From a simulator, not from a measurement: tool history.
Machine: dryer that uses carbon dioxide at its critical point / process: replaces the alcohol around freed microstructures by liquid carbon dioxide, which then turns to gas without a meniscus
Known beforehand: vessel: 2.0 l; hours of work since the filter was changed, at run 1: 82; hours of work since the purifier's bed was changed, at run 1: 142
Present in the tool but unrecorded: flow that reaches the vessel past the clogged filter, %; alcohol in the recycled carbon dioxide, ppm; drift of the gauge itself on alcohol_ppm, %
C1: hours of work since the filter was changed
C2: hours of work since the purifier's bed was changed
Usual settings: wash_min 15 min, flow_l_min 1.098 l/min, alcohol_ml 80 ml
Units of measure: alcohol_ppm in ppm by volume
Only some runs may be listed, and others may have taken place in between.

run 1 hour=0 | wash_min=15 flow_l_min=1.098 alcohol_ml=80 | C1=82 C2=142 | alcohol_ppm=34
run 2 hour=48.5 | wash_min=15 flow_l_min=1.098 alcohol_ml=80 | C1=117 C2=177 | alcohol_ppm=47
run 3 hour=90.8 | wash_min=15 flow_l_min=1.098 alcohol_ml=80 | C1=148 C2=208 | alcohol_ppm=56
-- hour=107 inlet filter changed
run 4 hour=117.1 | wash_min=15 flow_l_min=0.78 alcohol_ml=80 | C1=7 C2=227 | alcohol_ppm=172
run 5 hour=168.6 | wash_min=15 flow_l_min=0.78 alcohol_ml=80 | C1=45 C2=264 | alcohol_ppm=191
run 6 hour=205.1 | wash_min=15 flow_l_min=0.78 alcohol_ml=45 | C1=72 C2=291 | alcohol_ppm=142
run 7 hour=266.4 | wash_min=15 flow_l_min=0.78 alcohol_ml=45 | C1=116 C2=335 | alcohol_ppm=166
run 8 hour=312.7 | wash_min=16 flow_l_min=0.78 alcohol_ml=45 | C1=150 C2=369 | alcohol_ppm=145
-- hour=322.2 inlet filter changed
run 9 hour=365 | wash_min=15 flow_l_min=0.93 alcohol_ml=26 | C1=31 C2=407 | alcohol_ppm=58
run 10 hour=404.3 | wash_min=15 flow_l_min=0.93 alcohol_ml=26 | C1=60 C2=435 | alcohol_ppm=73
run 11 hour=454.3 | wash_min=21 flow_l_min=1.83 alcohol_ml=65 | C1=96 C2=472 | alcohol_ppm=60
run 12 hour=484.4 | wash_min=15 flow_l_min=1.098 alcohol_ml=28 | C1=118 C2=494 | alcohol_ppm=73
run 13 hour=515.5 | wash_min=13 flow_l_min=1.098 alcohol_ml=80 | C1=141 C2=516 | alcohol_ppm=123
-- hour=537.3 inlet filter changed
run 14 hour=566.7 | wash_min=13 flow_l_min=1.098 alcohol_ml=80 | C1=21 C2=553 | alcohol_ppm=99
run 15 hour=595.2 | wash_min=19 flow_l_min=1.19 alcohol_ml=80 | C1=42 C2=574 | alcohol_ppm=68
run 16 hour=625.5 | wash_min=19 flow_l_min=1.12 alcohol_ml=70 | C1=64 C2=596 | alcohol_ppm=73

Here are 3 independent what-if runs from the current tool condition. What would each one return?
run A hour=686.7 | wash_min=12 flow_l_min=1.34 alcohol_ml=44 | C1=109 C2=641 | alcohol_ppm=?
run B hour=686.7 | wash_min=12 flow_l_min=1.12 alcohol_ml=70 | C1=109 C2=641 | alcohol_ppm=?
run C hour=686.7 | wash_min=19 flow_l_min=1.098 alcohol_ml=80 | C1=109 C2=641 | alcohol_ppm=?

run=A alcohol_ppm=88
run=B alcohol_ppm=148
run=C alcohol_ppm=80
Stripped of hidden state, with their random variation kept, the same runs would have yielded:
run=A alcohol_ppm=12
run=B alcohol_ppm=45
run=C alcohol_ppm=8
